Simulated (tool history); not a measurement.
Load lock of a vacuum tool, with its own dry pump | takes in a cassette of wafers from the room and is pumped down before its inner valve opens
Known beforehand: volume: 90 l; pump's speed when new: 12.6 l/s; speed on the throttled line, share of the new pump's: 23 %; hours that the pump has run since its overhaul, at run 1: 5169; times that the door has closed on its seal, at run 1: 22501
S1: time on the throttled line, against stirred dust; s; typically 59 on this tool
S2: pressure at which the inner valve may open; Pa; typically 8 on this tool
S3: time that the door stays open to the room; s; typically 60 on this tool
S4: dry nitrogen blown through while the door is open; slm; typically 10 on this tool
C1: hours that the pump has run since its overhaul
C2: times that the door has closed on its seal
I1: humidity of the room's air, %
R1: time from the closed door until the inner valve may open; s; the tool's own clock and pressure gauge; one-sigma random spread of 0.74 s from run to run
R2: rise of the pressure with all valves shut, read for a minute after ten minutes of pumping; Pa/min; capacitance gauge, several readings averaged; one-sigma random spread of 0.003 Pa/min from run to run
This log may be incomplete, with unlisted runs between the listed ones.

run    hour  S1  S2   S3  S4    C1     C2    I1     R1     R2
  1     0.0  59   8   60  10  5169  22501  44.2  119.0  0.490
  2   393.0  59   8   60  10  5562  23899  43.6  121.3  0.535
  3   578.1  59   8   60  10  5747  24557  43.2  119.8  0.547
  4   986.4  59   8  131  10  6156  26009  44.9  120.5  0.595
  5  1417.1  59   8   60  10  6586  27541  44.4  121.4  0.641
  6  1830.3  59   8   60  10  7000  29010  47.0  121.9  0.700
  7  2175.2  59  10   60   6  7344  30237  40.0  120.2  0.760
     2449.7  -- door's seal changed, seat wiped
  8  2449.7  59  14  175  10  7617      0  46.5  117.6  0.062
  9  2633.1  46   8   60  10  7801    653  43.8  112.5  0.040
 10  2919.7  41   8   35  10  8087   1672  41.3  110.1  0.036
 11  3150.6  41   8  110  10  8318   2493  45.9  110.0  0.070
 12  3428.8  30  13  230  10  8597   3482  47.7   98.1  0.103

4 options for the next run, each taken on its own from the tool as it stands now. Forecast them:
  A  3670.5  69   8   60  10  8838  4341  47.3   ?   ?
  B  3670.5  30  16   85   5  8838  4341  45.6   ?   ?
  C  3670.5  89  13  230  10  8838  4341  48.6   ?   ?
  D  3670.5  30  13   59  10  8838  4341  45.3   ?   ?

run     R1     R2
  A  131.4  0.074
  B   96.4  0.087
  C  141.0  0.105
  D   98.4  0.071
With no hidden state in the tool, these same runs would have given:
run     R1     R2
  A  120.8  0.038
  B   85.1  0.050
  C  131.9  0.069
  D   86.8  0.034
